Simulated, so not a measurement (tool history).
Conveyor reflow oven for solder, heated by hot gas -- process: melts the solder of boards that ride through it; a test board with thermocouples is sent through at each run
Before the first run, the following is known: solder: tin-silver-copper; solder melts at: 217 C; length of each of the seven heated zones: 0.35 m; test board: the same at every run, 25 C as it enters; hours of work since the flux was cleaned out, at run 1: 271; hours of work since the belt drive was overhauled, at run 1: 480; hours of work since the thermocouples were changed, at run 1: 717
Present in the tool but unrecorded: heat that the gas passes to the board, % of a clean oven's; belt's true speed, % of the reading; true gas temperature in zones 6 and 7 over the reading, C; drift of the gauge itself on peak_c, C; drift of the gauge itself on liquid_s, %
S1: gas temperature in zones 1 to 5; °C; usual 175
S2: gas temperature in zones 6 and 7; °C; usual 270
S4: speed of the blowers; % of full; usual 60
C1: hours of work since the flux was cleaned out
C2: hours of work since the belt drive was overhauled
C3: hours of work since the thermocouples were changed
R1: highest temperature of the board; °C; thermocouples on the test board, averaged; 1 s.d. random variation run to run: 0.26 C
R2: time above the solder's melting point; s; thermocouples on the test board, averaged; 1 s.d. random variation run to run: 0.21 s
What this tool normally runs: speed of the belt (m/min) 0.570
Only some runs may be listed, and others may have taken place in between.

run 1 hour=0.0 | S1=175 S2=270 speed_of_the_belt_(m/min)=0.570 S4=60 | C1=271 C2=480 C3=717 | R1=253.1 R2=55.0
run 2 hour=32.2 | S1=175 S2=270 speed_of_the_belt_(m/min)=0.570 S4=60 | C1=291 C2=500 C3=738 | R1=253.4 R2=55.0
run 3 hour=84.5 | S1=175 S2=278 speed_of_the_belt_(m/min)=0.570 S4=60 | C1=324 C2=533 C3=770 | R1=258.9 R2=59.1
run 4 hour=149.8 | S1=173 S2=270 speed_of_the_belt_(m/min)=0.570 S4=60 | C1=365 C2=573 C3=811 | R1=252.3 R2=53.5
-- hour=164.4 flux residue cleaned out of gas plates and filters
run 5 hour=218.1 | S1=173 S2=270 speed_of_the_belt_(m/min)=0.570 S4=60 | C1=33 C2=613 C3=850 | R1=254.5 R2=56.1
run 6 hour=266.9 | S1=175 S2=270 speed_of_the_belt_(m/min)=0.570 S4=60 | C1=64 C2=643 C3=881 | R1=254.1 R2=56.6
run 7 hour=325.3 | S1=179 S2=270 speed_of_the_belt_(m/min)=0.570 S4=60 | C1=100 C2=680 C3=917 | R1=255.0 R2=58.5
run 8 hour=385.7 | S1=179 S2=270 speed_of_the_belt_(m/min)=0.570 S4=60 | C1=138 C2=717 C3=955 | R1=255.1 R2=58.3
run 9 hour=439.8 | S1=179 S2=270 speed_of_the_belt_(m/min)=0.570 S4=60 | C1=172 C2=751 C3=988 | R1=255.1 R2=58.3
run 10 hour=501.2 | S1=175 S2=270 speed_of_the_belt_(m/min)=0.570 S4=60 | C1=210 C2=789 C3=1027 | R1=253.6 R2=56.2
run 11 hour=538.6 | S1=170 S2=270 speed_of_the_belt_(m/min)=0.570 S4=60 | C1=233 C2=813 C3=1050 | R1=252.8 R2=53.6
run 12 hour=570.3 | S1=170 S2=270 speed_of_the_belt_(m/min)=0.570 S4=60 | C1=253 C2=832 C3=1070 | R1=252.8 R2=53.5
-- hour=615.5 thermocouples of zones 6 and 7 changed
run 13 hour=626.9 | S1=170 S2=270 speed_of_the_belt_(m/min)=0.570 S4=60 | C1=287 C2=866 C3=7 | R1=249.4 R2=51.4
run 14 hour=669.1 | S1=170 S2=270 speed_of_the_belt_(m/min)=0.570 S4=60 | C1=313 C2=893 C3=33 | R1=249.6 R2=51.0
run 15 hour=706.3 | S1=170 S2=270 speed_of_the_belt_(m/min)=0.570 S4=82 | C1=336 C2=916 C3=57 | R1=253.3 R2=54.8
-- hour=768.3 flux residue cleaned out of gas plates and filters
run 16 hour=778.0 | S1=166 S2=282 speed_of_the_belt_(m/min)=0.570 S4=82 | C1=6 C2=957 C3=98 | R1=265.0 R2=60.4
run 17 hour=834.9 | S1=175 S2=270 speed_of_the_belt_(m/min)=0.570 S4=88 | C1=42 C2=993 C3=134 | R1=256.4 R2=59.1
run 18 hour=890.4 | S1=168 S2=262 speed_of_the_belt_(m/min)=0.632 S4=70 | C1=76 C2=1027 C3=168 | R1=242.1 R2=40.0
run 19 hour=952.7 | S1=178 S2=264 speed_of_the_belt_(m/min)=0.480 S4=68 | C1=115 C2=1066 C3=207 | R1=253.8 R2=70.3
run 20 hour=990.1 | S1=178 S2=264 speed_of_the_belt_(m/min)=0.480 S4=68 | C1=138 C2=1090 C3=230 | R1=253.2 R2=69.7
run 21 hour=1017.9 | S1=170 S2=268 speed_of_the_belt_(m/min)=0.656 S4=70 | C1=156 C2=1107 C3=248 | R1=246.3 R2=41.4
run 22 hour=1062.5 | S1=177 S2=276 speed_of_the_belt_(m/min)=0.656 S4=71 | C1=183 C2=1135 C3=275 | R1=254.2 R2=48.9
run 23 hour=1091.0 | S1=174 S2=276 speed_of_the_belt_(m/min)=0.656 S4=71 | C1=201 C2=1152 C3=293 | R1=253.4 R2=47.7
run 24 hour=1152.2 | S1=182 S2=283 speed_of_the_belt_(m/min)=0.670 S4=58 | C1=239 C2=1191 C3=331 | R1=257.1 R2=50.3
run 25 hour=1200.9 | S1=166 S2=270 speed_of_the_belt_(m/min)=0.663 S4=60 | C1=270 C2=1221 C3=362 | R1=243.5 R2=36.9
run 26 hour=1235.7 | S1=166 S2=270 speed_of_the_belt_(m/min)=0.663 S4=60 | C1=291 C2=1243 C3=383 | R1=243.1 R2=37.0
run 27 hour=1280.4 | S1=166 S2=270 speed_of_the_belt_(m/min)=0.663 S4=60 | C1=319 C2=1270 C3=411 | R1=243.4 R2=37.0
run 28 hour=1341.4 | S1=175 S2=279 speed_of_the_belt_(m/min)=0.570 S4=54 | C1=357 C2=1308 C3=449 | R1=257.6 R2=58.1
-- hour=1369.1 flux residue cleaned out of gas plates and filters
-- hour=1391.2 belt drive overhauled, speed set with a stopwatch
run 29 hour=1405.9 | S1=163 S2=279 speed_of_the_belt_(m/min)=0.570 S4=60 | C1=20 C2=9 C3=484 | R1=258.8 R2=54.8

Pick out some run-to-run changes in R1. Of each, how much would a tool without hidden state show as well, from the settings, what came in and chance, and how much is left for the hidden state and any gauge scatter not in both results compared?
Run 4 -> 5: flux residue cleaned out of gas plates and filters. R1 +2.2 °C: hidden state +2.2, all else +0.0.
Run 12 -> 13: thermocouples of zones 6 and 7 changed. R1 -3.4 °C: hidden state -3.4, all else +0.0.
Run 17 -> 18: S1 175 -> 168, S2 270 -> 262, speed of the belt (m/min) 0.570 -> 0.632, S4 88 -> 70. R1 -14.3 °C: hidden state -0.1, all else -14.2.
Run 27 -> 28: S1 166 -> 175, S2 270 -> 279, speed of the belt (m/min) 0.663 -> 0.570, S4 60 -> 54. R1 +14.2 °C: hidden state +0.4, all else +13.8.
